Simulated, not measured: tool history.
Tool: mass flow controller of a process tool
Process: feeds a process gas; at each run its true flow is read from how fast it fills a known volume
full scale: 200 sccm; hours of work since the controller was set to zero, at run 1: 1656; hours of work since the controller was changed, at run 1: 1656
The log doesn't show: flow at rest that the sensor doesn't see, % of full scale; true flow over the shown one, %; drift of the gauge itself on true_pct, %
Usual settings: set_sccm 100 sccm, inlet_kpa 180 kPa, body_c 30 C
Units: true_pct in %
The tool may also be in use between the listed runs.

run,hour,set_sccm,inlet_kpa,body_c,hours of work since the controller was set to zero,hours of work since the controller was changed,true_pct
1,0.0,100,180,30,1656,1656,99.94
2,201.0,72,180,30,1735,1735,99.90
3,397.4,100,180,30,1813,1813,100.05
4,506.5,100,180,30,1855,1855,100.05
5,689.2,100,180,30,1927,1927,100.17
6,861.7,100,180,30,1995,1995,100.23
7,1007.1,100,180,30,2052,2052,100.16
8,1186.5,100,180,30,2123,2123,100.23
9,1305.7,100,182,30,2170,2170,100.39
10,1406.8,100,182,30,2210,2210,100.31
11,1541.9,100,180,26,2263,2263,100.10
12,1659.3,100,180,26,2309,2309,100.14
13,1846.9,100,180,26,2383,2383,100.19
14,1997.9,100,180,26,2442,2442,100.14
15,2123.3,100,180,30,2491,2491,100.43
16,2207.7,100,180,30,2525,2525,100.54
17,2401.0,100,180,30,2601,2601,100.57
18,2516.1,100,180,30,2646,2646,100.55
19,2644.8,100,180,30,2696,2696,100.53
20,2788.8,100,180,30,2753,2753,100.64
21,2879.9,100,180,30,2789,2789,100.77
22,3055.0,100,187,30,2858,2858,100.74
23,3147.8,100,187,30,2894,2894,100.83
24,3264.6,100,187,30,2940,2940,100.89
25,3356.9,100,187,30,2977,2977,100.88
26,3496.7,134,182,30,3031,3031,100.89
27,3601.0,177,181,29,3072,3072,101.07
28,3692.7,177,240,22,3109,3109,101.12
29,3868.4,88,224,22,3178,3178,100.63
30,4009.2,63,224,36,3233,3233,102.11
31,4156.7,63,224,36,3291,3291,102.15
32,4275.2,100,180,36,3338,3338,101.42
33,4419.9,100,180,36,3395,3395,101.36

Forecast run 34:
34,4531.1,135,152,32,3438,3438,?

Run 34 gave true_pct 101.16 %.
Without the tool's hidden state the same run would have given true_pct 99.49 %.
